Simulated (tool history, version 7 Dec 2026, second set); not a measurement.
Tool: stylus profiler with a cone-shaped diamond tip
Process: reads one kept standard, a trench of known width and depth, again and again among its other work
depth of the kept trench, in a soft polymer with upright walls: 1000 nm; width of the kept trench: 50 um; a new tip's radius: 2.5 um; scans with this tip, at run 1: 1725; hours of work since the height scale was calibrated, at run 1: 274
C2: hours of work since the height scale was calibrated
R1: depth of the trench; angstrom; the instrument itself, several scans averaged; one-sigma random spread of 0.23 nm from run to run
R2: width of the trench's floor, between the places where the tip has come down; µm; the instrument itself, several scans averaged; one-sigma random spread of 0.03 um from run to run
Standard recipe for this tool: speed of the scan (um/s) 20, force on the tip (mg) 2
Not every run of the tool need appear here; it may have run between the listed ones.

{"run": 1, "day": 0.0, "speed of the scan (um/s)": 20, "force on the tip (mg)": 2, "scans with this tip": 1725, "C2": 274, "R1": 10092, "R2": 45.45}
{"run": 2, "day": 1.154, "speed of the scan (um/s)": 9, "force on the tip (mg)": 2, "scans with this tip": 1851, "C2": 293, "R1": 10095.8, "R2": 45.54}
{"run": 3, "day": 2.45, "speed of the scan (um/s)": 54, "force on the tip (mg)": 2, "scans with this tip": 1992, "C2": 316, "R1": 10096.5, "R2": 45.24}
{"run": 4, "day": 3.221, "speed of the scan (um/s)": 54, "force on the tip (mg)": 3.37, "scans with this tip": 2076, "C2": 329, "R1": 10135, "R2": 45.32}
{"run": 5, "day": 4.121, "speed of the scan (um/s)": 54, "force on the tip (mg)": 3.37, "scans with this tip": 2174, "C2": 345, "R1": 10132.2, "R2": 45.23}
{"run": 6, "day": 4.929, "speed of the scan (um/s)": 6, "force on the tip (mg)": 2, "scans with this tip": 2261, "C2": 359, "R1": 10091.4, "R2": 45.39}
{"run": 7, "day": 6.183, "speed of the scan (um/s)": 6, "force on the tip (mg)": 2, "scans with this tip": 2398, "C2": 380, "R1": 10091.9, "R2": 45.35}

Expected results for the next run?
{"day": 6.329, "done": "height scale calibrated on a step standard"}
{"run": 8, "day": 6.908, "speed of the scan (um/s)": 48, "force on the tip (mg)": 1.5, "scans with this tip": 2475, "C2": 10, "R1": "?", "R2": "?"}

R1: 10063.4 angstrom
R2: 45.13 µm
Had the tool carried no hidden state, the very same run would have given R1 10082.9 angstrom, R2 45.75 µm.

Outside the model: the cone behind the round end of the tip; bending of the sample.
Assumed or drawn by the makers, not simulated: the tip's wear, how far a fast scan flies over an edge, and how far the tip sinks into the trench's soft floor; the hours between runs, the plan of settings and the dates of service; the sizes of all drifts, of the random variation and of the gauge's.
